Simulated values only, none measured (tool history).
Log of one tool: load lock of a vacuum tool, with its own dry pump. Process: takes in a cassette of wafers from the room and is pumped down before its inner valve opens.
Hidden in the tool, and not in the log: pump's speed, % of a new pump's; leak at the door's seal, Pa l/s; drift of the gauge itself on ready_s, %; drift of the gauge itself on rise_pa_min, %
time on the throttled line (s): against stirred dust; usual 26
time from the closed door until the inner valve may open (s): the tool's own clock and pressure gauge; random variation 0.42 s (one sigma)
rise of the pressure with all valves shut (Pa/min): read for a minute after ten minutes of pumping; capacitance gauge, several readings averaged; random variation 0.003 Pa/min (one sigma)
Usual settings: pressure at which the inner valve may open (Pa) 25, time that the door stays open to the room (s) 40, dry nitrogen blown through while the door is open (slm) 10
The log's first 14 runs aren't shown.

| run | day | time on the throttled line (s) | pressure at which the inner valve may open (Pa) | time that the door stays open to the room (s) | dry nitrogen blown through while the door is open (slm) | hours that the pump has run since its overhaul | times that the door has closed on its seal | incoming humidity of the room's air, % | time from the closed door until the inner valve may open (s) | rise of the pressure with all valves shut (Pa/min) |
|---|---|---|---|---|---|---|---|---|---|---|
| 15 | 79.979 | 26 | 25 | 40 | 10 | 1211 | 21845 | 45.8 | 50.7 | 0.382 |
| 16 | 84.479 | 26 | 25 | 40 | 10 | 1319 | 22135 | 45.4 | 51.2 | 0.383 |
| 17 | 91.229 | 26 | 25 | 40 | 10 | 1481 | 22570 | 46.4 | 51.3 | 0.4 |
| 18 | 94.304 | 26 | 25 | 233 | 10 | 1555 | 22768 | 43.6 | 51.5 | 0.447 |
| 19 | 100.367 | 42 | 43 | 233 | 10 | 1700 | 23158 | 47.2 | 61 | 0.455 |
| 20 | 103.354 | 13 | 24 | 29 | 10 | 1772 | 23351 | 42.9 | 40.6 | 0.418 |
| 21 | 108.438 | 13 | 24 | 29 | 10 | 1894 | 23678 | 46.7 | 41.3 | 0.435 |
| 22 | 115.171 | 13 | 24 | 29 | 10 | 2055 | 24112 | 44.1 | 41.4 | 0.443 |
| 23 | 122.025 | 44 | 23 | 126 | 7 | 2220 | 24553 | 43.4 | 66.6 | 0.472 |
| 24 | 125.883 | 26 | 19 | 40 | 10 | 2313 | 24801 | 45.3 | 52.6 | 0.473 |
| 25 | 130.425 | 26 | 19 | 40 | 10 | 2422 | 25094 | 41.5 | 52 | 0.472 |
| 26 | 135.158 | 26 | 25 | 48 | 10 | 2535 | 25399 | 39.1 | 51 | 0.479 |
| 27 | 141.775 | 26 | 25 | 120 | 41 | 2694 | 25825 | 46.8 | 51.5 | 0.506 |
| 28 | 144.958 | 26 | 25 | 120 | 41 | 2770 | 26030 | 43.8 | 51.6 | 0.508 |
| 29 | 148.167 | 25 | 25 | 58 | 10 | 2847 | 26237 | 42.8 | 49.9 | 0.523 |
| 30 | 154.604 | 26 | 43 | 40 | 10 | 3002 | 26651 | 46 | 50 | 0.519 |
| 31 | 159.804 | 16 | 43 | 72 | 10 | 3127 | 26986 | 47 | 42.1 | 0.54 |
| 32 | 164.767 | 16 | 43 | 72 | 10 | 3246 | 27305 | 44.3 | 42 | 0.551 |
| 33 | 168.404 | 26 | 19 | 40 | 12 | 3333 | 27540 | 44.2 | 52.9 | 0.544 |
| 34 | 172.688 | 13 | 19 | 40 | 5 | 3436 | 27815 | 45.6 | 42.8 | 0.563 |
| 35 | 177.771 | 13 | 19 | 49 | 5 | 3558 | 28143 | 42.5 | 43.6 | 0.576 |
| 36 | 182.675 | 13 | 19 | 49 | 5 | 3676 | 28459 | 46.8 | 42.5 | 0.588 |

Forecast each of these 3 alternatives for the next run:
| A | 186.275 | 19 | 32 | 61 | 10 | 3762 | 28690 | 44.1 | ? | ? |
| B | 186.275 | 29 | 25 | 40 | 5 | 3762 | 28690 | 48.1 | ? | ? |
| C | 186.275 | 28 | 25 | 107 | 9 | 3762 | 28690 | 44.3 | ? | ? |

| run | time from the closed door until the inner valve may open (s) | rise of the pressure with all valves shut (Pa/min) |
|---|---|---|
| A | 46.2 | 0.594 |
| B | 54.3 | 0.583 |
| C | 54.3 | 0.603 |
Without the tool's hidden state the same runs would have given:
| run | time from the closed door until the inner valve may open (s) | rise of the pressure with all valves shut (Pa/min) |
|---|---|---|
| A | 44.2 | 0.034 |
| B | 52.4 | 0.027 |
| C | 52.3 | 0.046 |
